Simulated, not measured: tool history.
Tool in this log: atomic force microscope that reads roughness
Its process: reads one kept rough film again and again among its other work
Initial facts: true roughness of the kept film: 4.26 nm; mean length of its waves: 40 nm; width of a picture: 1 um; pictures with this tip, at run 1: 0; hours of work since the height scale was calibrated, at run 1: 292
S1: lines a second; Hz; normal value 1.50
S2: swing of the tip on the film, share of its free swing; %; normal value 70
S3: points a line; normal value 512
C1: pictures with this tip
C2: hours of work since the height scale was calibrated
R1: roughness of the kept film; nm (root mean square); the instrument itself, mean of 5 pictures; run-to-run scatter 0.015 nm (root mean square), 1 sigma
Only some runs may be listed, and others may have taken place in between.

run	day	S1	S2	S3	C1	C2	R1
1	0.000	1.50	70	512	0	292	3.563
2	0.554	1.50	70	512	26	300	3.561
3	1.846	1.50	70	512	86	318	3.453
4	2.488	1.50	70	512	116	327	3.400
5	3.412	1.50	58	512	159	341	3.579
6	4.192	1.50	58	512	195	352	3.517
7	5.329	1.50	70	590	248	368	3.295
8	6.104	1.50	70	590	284	379	3.229
# day 6.571: new tip fitted
9	7.454	1.50	70	590	41	397	3.489
10	8.342	1.50	70	590	82	410	3.443
11	9.521	1.50	70	590	137	426	3.391
12	10.333	1.50	70	512	174	438	3.325
13	11.575	1.50	70	512	232	455	3.277
14	12.492	1.50	66	292	275	468	3.258
# day 13.192: new tip fitted
15	13.425	2.77	80	257	11	481	2.922
16	14.312	0.91	66	884	52	494	3.681
17	15.429	1.19	66	487	104	510	3.547
18	16.608	1.19	66	487	159	526	3.461
19	17.675	1.37	66	661	208	541	3.395
20	18.992	1.12	84	924	270	560	3.108
# day 19.796: new tip fitted
21	20.292	1.12	84	924	23	578	3.376
22	21.429	1.97	89	485	76	594	2.818
23	22.562	1.97	89	485	128	610	2.774
24	23.712	1.50	65	297	182	626	3.406

A few steps of R1 between consecutive runs. Split each: what settings, incoming material and random variation would produce without the hidden state, and what is left over for the hidden state, along with gauge scatter present in only one of the two compared results (measured, and without hidden state):
The tool's hidden condition here consists of: radius of the tip, nm; height scale over the true one, %; drift of the gauge itself on roughness_nm, %.
Run 14 -> 15: S1 1.50 -> 2.77, S2 66 -> 80, S3 292 -> 257, new tip fitted. R1 -0.336 nm (root mean square): hidden state +0.330, all else -0.666.
Run 15 -> 16: S1 2.77 -> 0.91, S2 80 -> 66, S3 257 -> 884. R1 +0.759 nm (root mean square): hidden state -0.064, all else +0.823.
Run 20 -> 21: new tip fitted. R1 +0.268 nm (root mean square): hidden state +0.266, all else +0.002.
Run 23 -> 24: S1 1.97 -> 1.50, S2 89 -> 65, S3 485 -> 297. R1 +0.632 nm (root mean square): hidden state -0.105, all else +0.737.

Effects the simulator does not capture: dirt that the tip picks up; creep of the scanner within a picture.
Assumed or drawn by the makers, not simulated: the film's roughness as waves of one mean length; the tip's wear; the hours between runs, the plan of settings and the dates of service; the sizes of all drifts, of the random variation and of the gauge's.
